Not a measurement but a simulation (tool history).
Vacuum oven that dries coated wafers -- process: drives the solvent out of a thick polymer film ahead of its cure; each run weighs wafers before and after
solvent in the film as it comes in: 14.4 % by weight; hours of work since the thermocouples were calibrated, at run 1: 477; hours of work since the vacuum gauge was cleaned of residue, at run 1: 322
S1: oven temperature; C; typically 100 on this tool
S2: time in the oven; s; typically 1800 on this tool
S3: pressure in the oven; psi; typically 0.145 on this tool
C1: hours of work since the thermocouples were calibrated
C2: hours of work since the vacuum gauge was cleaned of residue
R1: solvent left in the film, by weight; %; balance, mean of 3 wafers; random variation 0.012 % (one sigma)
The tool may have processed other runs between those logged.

| run | day | S1 | S2 | S3 | C1 | C2 | R1 |
|---|---|---|---|---|---|---|---|
| 1 | 0 | 100 | 1800 | 0.145 | 477 | 322 | 2.04 |
| 2 | 1.233 | 100 | 1800 | 0.145 | 493 | 338 | 2.05 |
| 3 | 1.925 | 100 | 1800 | 0.145 | 502 | 347 | 2.01 |
| 4 | 2.55 | 100 | 3060 | 0.145 | 510 | 355 | 1.04 |
| 5 | 3.812 | 100 | 3060 | 0.145 | 527 | 371 | 1.05 |
| 6 | 4.488 | 100 | 1800 | 0.077 | 536 | 380 | 1.72 |
| 7 | 5.967 | 100 | 1800 | 0.145 | 555 | 399 | 2.02 |
| 8 | 7.254 | 100 | 1800 | 0.145 | 572 | 416 | 2.02 |
| 9 | 8.358 | 100 | 1800 | 0.145 | 586 | 431 | 2.01 |
| 10 | 9.662 | 100 | 1800 | 0.145 | 603 | 448 | 2.02 |
| 11 | 10.529 | 100 | 1800 | 0.17 | 614 | 459 | 2.12 |
| 12 | 11.412 | 100 | 1800 | 0.17 | 626 | 470 | 2.12 |
| 13 | 12.292 | 100 | 1620 | 0.145 | 637 | 482 | 2.31 |
| 14 | 13.038 | 100 | 1620 | 0.145 | 647 | 492 | 2.3 |
| 15 | 14.254 | 100 | 1620 | 0.145 | 663 | 507 | 2.31 |
| 16 | 14.892 | 100 | 1620 | 0.225 | 671 | 516 | 2.66 |
| 17 | 16.146 | 100 | 1620 | 0.225 | 688 | 532 | 2.69 |
| 18 | 17.633 | 100 | 1800 | 0.145 | 707 | 551 | 2.01 |
| 19 | 18.817 | 113 | 1800 | 0.145 | 722 | 567 | 0.6 |
| 20 | 20.112 | 100 | 1800 | 0.145 | 739 | 584 | 2 |
| 21 | 21.567 | 100 | 1440 | 0.145 | 758 | 603 | 2.67 |
| 22 | 22.817 | 100 | 1440 | 0.145 | 775 | 619 | 2.68 |
| 23 | 24.221 | 100 | 1800 | 0.145 | 793 | 637 | 2 |
| 24 | 25.254 | 100 | 1800 | 0.145 | 806 | 651 | 2 |
| 25 | 26.6 | 100 | 1800 | 0.145 | 824 | 668 | 1.99 |
| 26 | 28.079 | 100 | 1800 | 0.145 | 843 | 688 | 2 |
| 27 | 28.796 | 99 | 1740 | 0.486 | 853 | 697 | 3.86 |
| 28 | 29.396 | 99 | 1740 | 0.486 | 860 | 705 | 3.86 |
| 29 | 30.212 | 99 | 1740 | 0.486 | 871 | 716 | 3.86 |
| 30 | 31.35 | 100 | 1680 | 0.145 | 886 | 730 | 2.19 |
| 31 | 31.992 | 100 | 1680 | 0.145 | 894 | 739 | 2.21 |
| 32 | 32.621 | 100 | 1680 | 0.145 | 902 | 747 | 2.18 |
| 33 | 33.621 | 107 | 1020 | 0.199 | 915 | 760 | 2.42 |
| 34 | 35.079 | 102 | 3240 | 0.513 | 935 | 779 | 2.54 |
| 35 | 36.096 | 102 | 3240 | 0.513 | 948 | 792 | 2.52 |
| 36 | 37.204 | 95 | 1800 | 0.547 | 962 | 807 | 5.13 |
| 37 | 38.321 | 95 | 1800 | 0.547 | 977 | 821 | 5.11 |
| 38 | 39.408 | 95 | 1800 | 0.547 | 991 | 835 | 5.12 |
| 39 | 40.267 | 95 | 1800 | 0.547 | 1002 | 847 | 5.11 |
| 40 | 41.012 | 95 | 1800 | 0.547 | 1012 | 856 | 5.09 |
| 41 | 42.329 | 95 | 1800 | 0.547 | 1029 | 874 | 5.06 |
| 42 | 43.55 | 95 | 1800 | 0.547 | 1045 | 889 | 5.09 |
| 43 | 44.417 | 100 | 2820 | 0.113 | 1056 | 901 | 0.98 |
| 44 | 45.9 | 100 | 2820 | 0.113 | 1076 | 920 | 0.98 |
| 45 | 46.5 | 101 | 1800 | 0.315 | 1083 | 928 | 2.51 |

Forecast run 46:
| 46 | 47.75 | 111 | 2940 | 0.451 | 1100 | 944 | ? |

R1: 1.57 %
With the hidden condition absent and the run-to-run variation left alone, this run would have shown R1 1.58 %.
